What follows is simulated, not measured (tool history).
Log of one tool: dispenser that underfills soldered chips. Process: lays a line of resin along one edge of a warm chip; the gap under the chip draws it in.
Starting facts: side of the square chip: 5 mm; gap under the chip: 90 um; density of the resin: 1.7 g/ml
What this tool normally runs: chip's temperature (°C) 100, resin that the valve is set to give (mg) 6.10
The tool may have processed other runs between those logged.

run	hour	chip's temperature (°C)	resin that the valve is set to give (mg)	time until the resin shows at the far edge (s)	resin that the valve gave (mg)
1	0.0	100	6.10	13.4	6.04
# hour 1.2: new syringe of resin
2	5.7	100	6.10	10.4	6.02
# hour 12.6: new syringe of resin
3	16.9	100	5.32	11.1	5.12
# hour 24.3: new syringe of resin
4	27.0	114	6.10	5.7	5.86
5	34.8	114	6.10	7.9	5.89
# hour 36.0: new syringe of resin
6	42.7	114	6.10	6.1	5.94
# hour 47.6: new syringe of resin
7	49.6	100	6.10	9.7	5.87
8	55.6	100	6.10	13.0	5.87
# hour 59.4: new syringe of resin
9	65.0	100	6.10	11.5	5.71
# hour 70.6: new syringe of resin
10	75.8	100	7.30	11.3	6.81
# hour 81.7: new syringe of resin
11	81.7	100	6.10	8.6	5.67
12	88.2	100	5.44	12.0	5.10
# hour 93.2: new syringe of resin
13	96.8	100	6.87	9.9	6.49
# hour 104.9: new syringe of resin
14	105.9	100	6.87	9.2	6.33
15	112.9	100	6.87	12.6	6.35
# hour 116.1: new syringe of resin
16	124.2	100	6.87	12.5	6.27
# hour 127.6: new syringe of resin
# hour 130.8: dispensing valve cleaned and set on the balance
17	135.2	100	6.10	12.2	6.05
# hour 139.6: new syringe of resin
18	142.5	100	5.66	9.5	5.64
# hour 151.2: new syringe of resin
19	151.2	91	5.45	13.6	5.44
20	160.2	85	5.54	27.1	5.30
# hour 162.8: new syringe of resin
21	169.1	108	6.17	8.2	5.99
# hour 173.9: new syringe of resin
22	179.2	94	6.28	14.8	6.13
# hour 185.0: new syringe of resin
23	188.4	114	6.28	5.3	6.01
# hour 196.7: new syringe of resin
24	197.5	105	5.91	6.8	5.66
25	202.9	96	6.74	14.1	6.32
# hour 208.2: new syringe of resin
26	209.4	96	5.33	10.9	5.19

Forecast run 27:
27	217.3	96	5.33	?	?

time until the resin shows at the far edge (s): 16.0
resin that the valve gave (mg): 5.09
Had the tool carried no hidden state, the very same run would have given time until the resin shows at the far edge (s) 9.8, resin that the valve gave (mg) 5.35.
